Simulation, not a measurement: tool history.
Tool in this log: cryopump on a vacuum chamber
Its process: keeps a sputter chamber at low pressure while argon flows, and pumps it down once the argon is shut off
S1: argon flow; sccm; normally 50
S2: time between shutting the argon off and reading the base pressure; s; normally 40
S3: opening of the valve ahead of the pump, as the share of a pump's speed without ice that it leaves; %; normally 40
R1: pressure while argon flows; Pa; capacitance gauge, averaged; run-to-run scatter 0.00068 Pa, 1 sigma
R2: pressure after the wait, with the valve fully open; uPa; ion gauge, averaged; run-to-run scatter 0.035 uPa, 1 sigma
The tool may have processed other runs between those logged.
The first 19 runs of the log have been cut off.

| run | hour | S1 | S2 | S3 | R1 | R2 |
|---|---|---|---|---|---|---|
| 20 | 386.2 | 93 | 147 | 28 | 0.3233 | 1.07 |
| 21 | 400.5 | 93 | 147 | 28 | 0.3241 | 1.1 |
| 22 | 422.4 | 93 | 147 | 28 | 0.323 | 1.12 |
| 23 | 444.7 | 60 | 112 | 28 | 0.2116 | 1.26 |
| 24 | 457.4 | 44 | 40 | 45 | 0.0995 | 2.37 |
| 25 | 468.4 | 44 | 40 | 45 | 0.0994 | 2.36 |
| 26 | 485.1 | 22 | 88 | 34 | 0.0642 | 1.45 |
| 27 | 503.6 | 50 | 69 | 53 | 0.0994 | 1.75 |
| 28 | 528.5 | 50 | 69 | 53 | 0.0984 | 1.7 |
| 29 | 554.1 | 30 | 69 | 17 | 0.1697 | 1.73 |
| 30 | 568.6 | 30 | 69 | 17 | 0.17 | 1.69 |
| 31 | 580.2 | 93 | 43 | 52 | 0.1876 | 2.34 |
| 32 | 597.5 | 50 | 91 | 40 | 0.1279 | 1.44 |
| 33 | 621.2 | 50 | 91 | 40 | 0.1283 | 1.48 |
| 34 | 640.5 | 50 | 91 | 40 | 0.1298 | 1.53 |
| 35 | 658.8 | 20 | 97 | 40 | 0.0509 | 1.45 |

Alternative continuations, all from the tool just after run 35; predict every row:
| A | 681.6 | 56 | 51 | 18 | ? | ? |
| B | 681.6 | 50 | 40 | 43 | ? | ? |
| C | 681.6 | 81 | 97 | 28 | ? | ? |

| run | R1 | R2 |
|---|---|---|
| A | 0.3022 | 2.12 |
| B | 0.1221 | 2.41 |
| C | 0.2915 | 1.5 |
With the hidden condition removed and each run's random variation left untouched, the same runs would have given:
| run | R1 | R2 |
|---|---|---|
| A | 0.2847 | 1.52 |
| B | 0.1065 | 1.83 |
| C | 0.2662 | 0.9 |

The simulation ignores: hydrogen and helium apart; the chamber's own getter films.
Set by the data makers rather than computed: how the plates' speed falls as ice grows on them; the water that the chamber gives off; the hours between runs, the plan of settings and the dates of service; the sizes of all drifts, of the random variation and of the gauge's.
